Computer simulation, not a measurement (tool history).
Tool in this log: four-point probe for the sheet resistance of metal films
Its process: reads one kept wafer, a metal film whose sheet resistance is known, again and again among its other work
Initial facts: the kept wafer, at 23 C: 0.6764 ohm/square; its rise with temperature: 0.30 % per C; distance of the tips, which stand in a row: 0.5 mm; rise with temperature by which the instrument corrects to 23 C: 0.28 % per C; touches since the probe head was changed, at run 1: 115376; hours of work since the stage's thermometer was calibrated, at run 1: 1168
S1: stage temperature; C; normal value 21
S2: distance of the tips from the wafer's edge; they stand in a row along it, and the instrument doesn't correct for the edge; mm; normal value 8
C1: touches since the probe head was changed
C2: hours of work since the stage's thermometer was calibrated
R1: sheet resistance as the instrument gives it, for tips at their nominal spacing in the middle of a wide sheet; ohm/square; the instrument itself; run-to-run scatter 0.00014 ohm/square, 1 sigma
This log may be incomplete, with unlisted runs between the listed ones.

{"run": 1, "hour": 0.0, "S1": 21, "S2": 8, "C1": 115376, "C2": 1168, "R1": 0.685847}
{"run": 2, "hour": 79.3, "S1": 21, "S2": 8, "C1": 117646, "C2": 1212, "R1": 0.685915}
{"run": 3, "hour": 150.9, "S1": 35, "S2": 8, "C1": 119697, "C2": 1252, "R1": 0.68759}
{"run": 4, "hour": 225.0, "S1": 21, "S2": 11, "C1": 121816, "C2": 1294, "R1": 0.685663}
{"run": 5, "hour": 324.1, "S1": 21, "S2": 8, "C1": 124652, "C2": 1349, "R1": 0.686659}
{"run": 6, "hour": 428.2, "S1": 21, "S2": 8, "C1": 127634, "C2": 1407, "R1": 0.686782}
{"run": 7, "hour": 512.1, "S1": 21, "S2": 8, "C1": 130034, "C2": 1453, "R1": 0.686815}
{"run": 8, "hour": 582.6, "S1": 21, "S2": 8, "C1": 132053, "C2": 1493, "R1": 0.686808}
{"run": 9, "hour": 689.1, "S1": 21, "S2": 8, "C1": 135102, "C2": 1552, "R1": 0.687022}
{"run": 10, "hour": 797.2, "S1": 21, "S2": 8, "C1": 138196, "C2": 1612, "R1": 0.687303}
{"run": 11, "hour": 896.9, "S1": 21, "S2": 8, "C1": 141048, "C2": 1667, "R1": 0.687413}
{"run": 12, "hour": 1024.3, "S1": 21, "S2": 8, "C1": 144696, "C2": 1738, "R1": 0.687746}
{"run": 13, "hour": 1130.3, "S1": 21, "S2": 8, "C1": 147730, "C2": 1797, "R1": 0.687946}
{"run": 14, "hour": 1185.0, "S1": 21, "S2": 8, "C1": 149294, "C2": 1828, "R1": 0.687945}
{"run": 15, "hour": 1277.2, "S1": 23, "S2": 8, "C1": 151935, "C2": 1879, "R1": 0.68874}
{"run": 16, "hour": 1374.2, "S1": 21, "S2": 8, "C1": 154711, "C2": 1933, "R1": 0.688212}
{"run": 17, "hour": 1446.2, "S1": 21, "S2": 8, "C1": 156771, "C2": 1973, "R1": 0.688436}
{"run": 18, "hour": 1534.1, "S1": 21, "S2": 8, "C1": 159289, "C2": 2022, "R1": 0.688854}
{"run": 19, "hour": 1650.9, "S1": 21, "S2": 8, "C1": 162630, "C2": 2087, "R1": 0.689015}
{"run": 20, "hour": 1727.5, "S1": 35, "S2": 8, "C1": 164825, "C2": 2130, "R1": 0.690712}
{"run": 21, "hour": 1796.9, "S1": 35, "S2": 8, "C1": 166809, "C2": 2168, "R1": 0.69085}
{"run": 22, "hour": 1861.4, "S1": 35, "S2": 64, "C1": 168657, "C2": 2204, "R1": 0.689467}
{"hour": 1898.0, "done": "stage's thermometer calibrated"}
{"run": 23, "hour": 1921.8, "S1": 31, "S2": 7, "C1": 170372, "C2": 13, "R1": 0.691805}
{"run": 24, "hour": 1988.9, "S1": 28, "S2": 10, "C1": 172291, "C2": 51, "R1": 0.690708}
{"hour": 2049.2, "done": "new probe head fitted"}
{"hour": 2085.5, "done": "stage's thermometer calibrated, once more"}
{"run": 25, "hour": 2085.5, "S1": 28, "S2": 10, "C1": 1024, "C2": 0, "R1": 0.681074}
{"run": 26, "hour": 2173.5, "S1": 32, "S2": 8, "C1": 3543, "C2": 49, "R1": 0.682452}
{"run": 27, "hour": 2244.2, "S1": 19, "S2": 70, "C1": 5566, "C2": 88, "R1": 0.679806}
{"run": 28, "hour": 2300.4, "S1": 21, "S2": 18, "C1": 7175, "C2": 120, "R1": 0.680412}
{"run": 29, "hour": 2422.6, "S1": 29, "S2": 23, "C1": 10674, "C2": 188, "R1": 0.681202}
{"run": 30, "hour": 2484.4, "S1": 29, "S2": 23, "C1": 12441, "C2": 222, "R1": 0.681352}
{"run": 31, "hour": 2611.6, "S1": 29, "S2": 23, "C1": 16083, "C2": 293, "R1": 0.681572}
{"run": 32, "hour": 2725.0, "S1": 29, "S2": 23, "C1": 19328, "C2": 356, "R1": 0.682166}
{"run": 33, "hour": 2838.6, "S1": 29, "S2": 23, "C1": 22580, "C2": 419, "R1": 0.681981}
{"run": 34, "hour": 2928.3, "S1": 32, "S2": 29, "C1": 25148, "C2": 469, "R1": 0.682415}
{"run": 35, "hour": 3048.6, "S1": 21, "S2": 30, "C1": 28591, "C2": 536, "R1": 0.681318}
{"run": 36, "hour": 3130.5, "S1": 29, "S2": 57, "C1": 30934, "C2": 581, "R1": 0.682321}
{"run": 37, "hour": 3227.8, "S1": 21, "S2": 11, "C1": 33719, "C2": 636, "R1": 0.682626}
{"run": 38, "hour": 3318.9, "S1": 27, "S2": 71, "C1": 36328, "C2": 686, "R1": 0.682644}

3 options for the next run, each taken on its own from the tool as it stands now. Forecast them:
{"run": "A", "hour": 3382.8, "S1": 33, "S2": 7, "C1": 38156, "C2": 722, "R1": "?"}
{"run": "B", "hour": 3382.8, "S1": 30, "S2": 4, "C1": 38156, "C2": 722, "R1": "?"}
{"run": "C", "hour": 3382.8, "S1": 34, "S2": 6, "C1": 38156, "C2": 722, "R1": "?"}

run=A R1=0.684893
run=B R1=0.688688
run=C R1=0.686282
With no hidden state in the tool, these same runs would have given:
run=A R1=0.679080
run=B R1=0.682840
run=C R1=0.680459

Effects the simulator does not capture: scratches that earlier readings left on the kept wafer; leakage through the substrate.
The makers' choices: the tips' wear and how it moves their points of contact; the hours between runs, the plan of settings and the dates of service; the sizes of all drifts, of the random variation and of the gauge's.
